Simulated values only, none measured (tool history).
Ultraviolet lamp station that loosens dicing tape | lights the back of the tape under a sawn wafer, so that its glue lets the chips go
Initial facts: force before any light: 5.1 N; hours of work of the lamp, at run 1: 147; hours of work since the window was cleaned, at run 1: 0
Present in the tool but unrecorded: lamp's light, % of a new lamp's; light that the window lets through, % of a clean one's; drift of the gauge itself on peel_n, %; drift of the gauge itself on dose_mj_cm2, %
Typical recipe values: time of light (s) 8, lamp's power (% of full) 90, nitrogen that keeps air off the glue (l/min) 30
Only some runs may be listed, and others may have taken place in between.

| run | hour | time of light (s) | lamp's power (% of full) | nitrogen that keeps air off the glue (l/min) | hours of work of the lamp | hours of work since the window was cleaned | force that peels the tape off (N) | light that reached the tape (J/m2) |
|---|---|---|---|---|---|---|---|---|
| 1 | 0 | 8 | 90 | 30 | 147 | 0 | 0.17 | 5280 |
| 2 | 46.5 | 8 | 90 | 30 | 176 | 30 | 0.174 | 5360 |
| 3 | 80.9 | 8 | 90 | 30 | 198 | 51 | 0.171 | 5390 |
| 4 | 156.5 | 8 | 76 | 30 | 246 | 99 | 0.229 | 4480 |
| 5 | 235.4 | 5 | 90 | 30 | 296 | 150 | 0.374 | 3310 |
| 6 | 269.5 | 5 | 90 | 30 | 318 | 171 | 0.368 | 3310 |
| 7 | 337.6 | 5 | 90 | 30 | 361 | 214 | 0.38 | 3360 |
| 8 | 416.3 | 5 | 90 | 30 | 411 | 264 | 0.367 | 3310 |
| 9 | 458.3 | 5 | 90 | 30 | 438 | 291 | 0.386 | 3340 |
| 10 | 526.7 | 8 | 91 | 30 | 481 | 335 | 0.177 | 5330 |
|  | 583.8 | window cleaned of glue's vapour |
| 11 | 604.1 | 8 | 91 | 30 | 530 | 13 | 0.177 | 5390 |
| 12 | 681.3 | 6 | 90 | 30 | 579 | 62 | 0.258 | 3940 |
| 13 | 742.3 | 8 | 90 | 30 | 618 | 101 | 0.175 | 5260 |
|  | 790.9 | lamp changed |
| 14 | 818.8 | 8 | 90 | 30 | 18 | 149 | 0.187 | 5350 |
| 15 | 860 | 11 | 90 | 30 | 44 | 175 | 0.146 | 7350 |
| 16 | 940.9 | 8 | 90 | 11 | 95 | 226 | 0.264 | 5350 |
| 17 | 995.1 | 8 | 90 | 11 | 130 | 261 | 0.265 | 5240 |
| 18 | 1069.7 | 8 | 90 | 11 | 177 | 308 | 0.249 | 5290 |
| 19 | 1102.9 | 8 | 90 | 11 | 198 | 329 | 0.255 | 5340 |
|  | 1166.6 | window cleaned of glue's vapour |
| 20 | 1175.6 | 8 | 61 | 11 | 244 | 6 | 0.543 | 3620 |
| 21 | 1226.7 | 12 | 88 | 42 | 277 | 38 | 0.143 | 7760 |
| 22 | 1295.9 | 12 | 88 | 42 | 321 | 82 | 0.141 | 7760 |
| 23 | 1354.3 | 12 | 88 | 42 | 358 | 119 | 0.142 | 7720 |
| 24 | 1415.6 | 12 | 88 | 42 | 397 | 158 | 0.136 | 7740 |

Forecast run 25:
| 25 | 1477 | 12 | 88 | 42 | 436 | 197 | ? | ? |

Run 25 gave force that peels the tape off (N) 0.134, light that reached the tape (J/m2) 7760.
If the tool had no hidden condition, the same run with the same run-to-run variation would have returned force that peels the tape off (N) 0.134, light that reached the tape (J/m2) 7790.
